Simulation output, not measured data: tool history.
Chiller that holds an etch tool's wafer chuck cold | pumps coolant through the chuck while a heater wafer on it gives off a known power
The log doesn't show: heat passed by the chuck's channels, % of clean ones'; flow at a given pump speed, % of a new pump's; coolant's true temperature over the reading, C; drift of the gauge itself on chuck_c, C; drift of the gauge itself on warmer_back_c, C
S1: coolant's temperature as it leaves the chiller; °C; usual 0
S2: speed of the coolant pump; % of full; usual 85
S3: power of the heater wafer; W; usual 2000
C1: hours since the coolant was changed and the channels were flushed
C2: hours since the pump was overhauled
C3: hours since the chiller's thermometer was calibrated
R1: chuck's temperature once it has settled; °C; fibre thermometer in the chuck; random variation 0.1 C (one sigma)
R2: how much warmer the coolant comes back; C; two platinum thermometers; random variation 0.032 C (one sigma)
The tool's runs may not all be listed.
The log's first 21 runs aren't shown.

run	day	S1	S2	S3	C1	C2	C3	R1	R2
22	96.804	-9	69	2967	1347	7411	860	19.8	11.91
23	99.717	-6	92	2967	1417	7481	930	16.1	8.60
24	103.621	-6	92	2967	1511	7575	1024	16.2	8.58
25	108.225	4	92	1608	1621	7686	1134	16.0	4.61
26	112.479	4	92	1608	1723	7788	1236	15.8	4.63
27	117.704	0	85	1066	1849	7913	1362	8.6	3.25
28	120.246	0	85	1066	1910	7974	1423	8.3	3.24
29	124.800	0	85	1066	2019	8083	1532	8.6	3.28
30	128.879	-7	80	1087	2117	8181	1630	2.3	3.53
31	133.650	7	85	2000	2231	8296	1744	23.1	6.27
32	139.833	8	79	1241	2380	8444	1893	18.7	4.17

3 ways to go on from here, each from the tool as it stands after run 32. What would each give?
# day 144.604: coolant pump overhauled
A	145.779	7	76	2863	2517	28	2031	?	?
# day 144.604: coolant pump overhauled
B	145.779	0	85	2000	2517	28	2031	?	?
# day 144.604: coolant pump overhauled
C	145.779	8	67	1241	2517	28	2031	?	?

run	R1	R2
A	32.5	10.25
B	16.1	6.22
C	20.4	5.03
Without the tool's hidden state the same runs would have given:
run	R1	R2
A	32.5	10.43
B	16.1	6.40
C	20.4	5.22
